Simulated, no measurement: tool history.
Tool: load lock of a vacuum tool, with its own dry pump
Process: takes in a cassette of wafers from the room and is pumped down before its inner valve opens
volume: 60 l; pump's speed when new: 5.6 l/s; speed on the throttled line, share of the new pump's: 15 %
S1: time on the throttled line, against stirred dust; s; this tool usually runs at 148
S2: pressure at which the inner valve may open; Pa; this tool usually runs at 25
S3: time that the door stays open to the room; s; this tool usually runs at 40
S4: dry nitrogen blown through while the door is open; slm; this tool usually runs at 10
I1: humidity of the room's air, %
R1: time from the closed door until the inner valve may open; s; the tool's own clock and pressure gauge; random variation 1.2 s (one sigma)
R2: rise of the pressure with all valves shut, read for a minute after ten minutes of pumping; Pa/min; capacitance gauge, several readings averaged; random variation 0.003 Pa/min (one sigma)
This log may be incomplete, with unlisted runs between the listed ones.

Run 1, hour 0: usual settings; I1 44.7. Result: R1 216.4 s, R2 0.068 Pa/min.
Run 2, hour 292.5: usual settings but S3 62 s; I1 43.5. Result: R1 218.7 s, R2 0.08 Pa/min.
Run 3, hour 608.8: usual settings but S3 62 s; I1 47.7. Result: R1 218.8 s, R2 0.095 Pa/min.
Run 4, hour 946.4: usual settings but S3 62 s; I1 46.9. Result: R1 218.1 s, R2 0.091 Pa/min.
Run 5, hour 1175.2: usual settings; I1 48.7. Result: R1 220.4 s, R2 0.088 Pa/min.
Run 6, hour 1399.2: usual settings; I1 42.2. Result: R1 220.4 s, R2 0.095 Pa/min.
Run 7, hour 1720.8: usual settings; I1 45.8. Result: R1 220.5 s, R2 0.104 Pa/min.
Run 8, hour 1910.2: usual settings; I1 43. Result: R1 221.7 s, R2 0.102 Pa/min.
Run 9, hour 2166.3: usual settings; I1 42.2. Result: R1 219.3 s, R2 0.111 Pa/min.
Run 10, hour 2487: usual settings but S4 6 slm; I1 45.5. Result: R1 220.3 s, R2 0.127 Pa/min.
Run 11, hour 2882.8: usual settings but S4 6 slm; I1 42.9. Result: R1 220.3 s, R2 0.129 Pa/min.
Run 12, hour 3144.9: usual settings but S4 6 slm; I1 48.6. Result: R1 220.4 s, R2 0.14 Pa/min.
Run 13, hour 3418.7: usual settings; I1 43.6. Result: R1 221.2 s, R2 0.139 Pa/min.
Run 14, hour 3716.5: usual settings; I1 43. Result: R1 221.1 s, R2 0.146 Pa/min.
Run 15, hour 3992.7: usual settings but S3 84 s; I1 49.2. Result: R1 220.6 s, R2 0.17 Pa/min.
Run 16, hour 4171: usual settings but S3 31 s; I1 44.7. Result: R1 222.5 s, R2 0.162 Pa/min.
Run 17, hour 4518.8: usual settings but S3 31 s; I1 43.9. Result: R1 224.3 s, R2 0.171 Pa/min.
Run 18, hour 4855.2: usual settings but S3 31 s; I1 48.7. Result: R1 225.8 s, R2 0.179 Pa/min.

Forecast run 19:
Run 19, hour 5147.9: usual settings but S1 218 s, S2 19 Pa, S3 81 s; I1 43.1. Result: R1 ?, R2 ?.

{"run 19": {"R1": 285.6, "R2": 0.199}}
If the tool had no hidden condition, the same run with the same run-to-run variation would have returned R1 277 s, R2 0.032 Pa/min.
